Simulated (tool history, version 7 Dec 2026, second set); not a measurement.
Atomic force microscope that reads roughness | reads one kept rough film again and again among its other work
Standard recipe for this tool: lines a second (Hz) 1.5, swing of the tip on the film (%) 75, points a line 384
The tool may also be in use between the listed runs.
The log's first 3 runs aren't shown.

| run | hour | lines a second (Hz) | swing of the tip on the film (%) | points a line | roughness of the kept film (nm (root mean square)) |
|---|---|---|---|---|---|
| 4 | 157.7 | 1.5 | 75 | 384 | 2.553 |
| 5 | 200.2 | 1.5 | 90 | 384 | 2.308 |
| 6 | 250.1 | 1.5 | 90 | 384 | 2.168 |
|  | 261.5 | new tip fitted |
| 7 | 308.3 | 1.5 | 90 | 384 | 2.455 |
| 8 | 368.2 | 1.5 | 90 | 384 | 2.261 |
|  | 423.6 | new tip fitted |
| 9 | 424.7 | 1.44 | 75 | 384 | 2.77 |
| 10 | 487 | 1.44 | 75 | 701 | 2.584 |
| 11 | 538.2 | 1.44 | 75 | 701 | 2.425 |
|  | 584.6 | new tip fitted |
| 12 | 584.6 | 1.44 | 75 | 701 | 2.782 |
| 13 | 639.6 | 1.44 | 75 | 701 | 2.572 |
| 14 | 695.6 | 1.44 | 75 | 701 | 2.408 |
|  | 747.5 | new tip fitted |
| 15 | 753.9 | 1.5 | 75 | 384 | 2.73 |

Estimate the outcome of run 16 from the log above:
| 16 | 801.7 | 1.5 | 75 | 384 | ? |

Run 16 yielded roughness of the kept film (nm (root mean square)) 2.569.
With no hidden state in the tool, this same run would have given roughness of the kept film (nm (root mean square)) 2.722.
